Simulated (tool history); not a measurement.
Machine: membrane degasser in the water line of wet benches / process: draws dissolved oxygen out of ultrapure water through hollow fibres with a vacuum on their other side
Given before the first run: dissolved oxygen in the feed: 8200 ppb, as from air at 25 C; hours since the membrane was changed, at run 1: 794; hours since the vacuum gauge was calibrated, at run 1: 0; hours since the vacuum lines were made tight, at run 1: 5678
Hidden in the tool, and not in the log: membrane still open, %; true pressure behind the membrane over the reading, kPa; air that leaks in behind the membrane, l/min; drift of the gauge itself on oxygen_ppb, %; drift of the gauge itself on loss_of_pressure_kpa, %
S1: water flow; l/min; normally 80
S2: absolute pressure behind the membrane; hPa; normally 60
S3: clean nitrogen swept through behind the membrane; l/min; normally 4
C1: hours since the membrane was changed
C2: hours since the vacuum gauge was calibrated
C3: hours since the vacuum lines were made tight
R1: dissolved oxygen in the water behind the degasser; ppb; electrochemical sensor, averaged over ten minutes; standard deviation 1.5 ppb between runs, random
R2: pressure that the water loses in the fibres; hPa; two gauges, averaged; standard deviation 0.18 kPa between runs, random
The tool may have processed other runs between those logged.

run	day	S1	S2	S3	C1	C2	C3	R1	R2
1	0	80	60	4	794	0	5678	142.5	339.3
2	11.083	80	60	4	1060	266	5944	142.1	341.4
3	22.088	72	60	4	1324	530	6208	125.9	308.7
4	34.396	72	60	4	1619	826	6504	125.2	308.6
5	46.862	72	60	4	1919	1125	6803	128	311.2
# day 49.979: seals of the vacuum lines changed
6	57.358	72	60	4	2169	1375	177	126.5	310.7
7	62.396	72	60	4	2289	1496	298	127.9	307.4
8	73.538	80	60	4	2557	1763	565	142.7	345.1
9	78.996	80	60	4	2688	1894	696	138.5	345.2
10	86.938	80	60	4	2878	2084	887	143.3	343.4
11	97.7	80	60	4	3137	2343	1145	141.6	342.8
12	102.821	105	63.8	4	3260	2466	1268	210.3	453.1
13	108.55	105	44.7	2.32	3397	2603	1406	149.1	458.6
14	119.958	105	44.7	2.32	3671	2877	1680	147.8	457.5
15	129.775	91	40	11.97	3906	3113	1915	41.4	398.4
16	138.483	91	51.8	5.66	4116	3322	2124	98.5	392.8
17	144.808	91	51.8	5.66	4267	3473	2276	97.6	395.7
18	156.279	80	142.1	10.01	4543	3749	2551	226.8	348.3
19	161.546	80	142.1	10.01	4669	3875	2678	227.3	349
20	173.312	69	137.5	10.01	4951	4157	2960	183	302.7
21	178.662	69	137.5	10.01	5080	4286	3088	186	302

Entry by entry between the runs, the difference in hidden state between the last listed run before and the first listed run after:
After run 5, before run 6: seals of the vacuum lines changed (day 49.979)
  air that leaks in behind the membrane, l/min: 0.0023 -> 0.002; drift of the gauge itself on loss_of_pressure_kpa, %: 0.67 -> 0.82
  measured result minus the result with no hidden state, R2: +2.1 -> +2.6 hPa

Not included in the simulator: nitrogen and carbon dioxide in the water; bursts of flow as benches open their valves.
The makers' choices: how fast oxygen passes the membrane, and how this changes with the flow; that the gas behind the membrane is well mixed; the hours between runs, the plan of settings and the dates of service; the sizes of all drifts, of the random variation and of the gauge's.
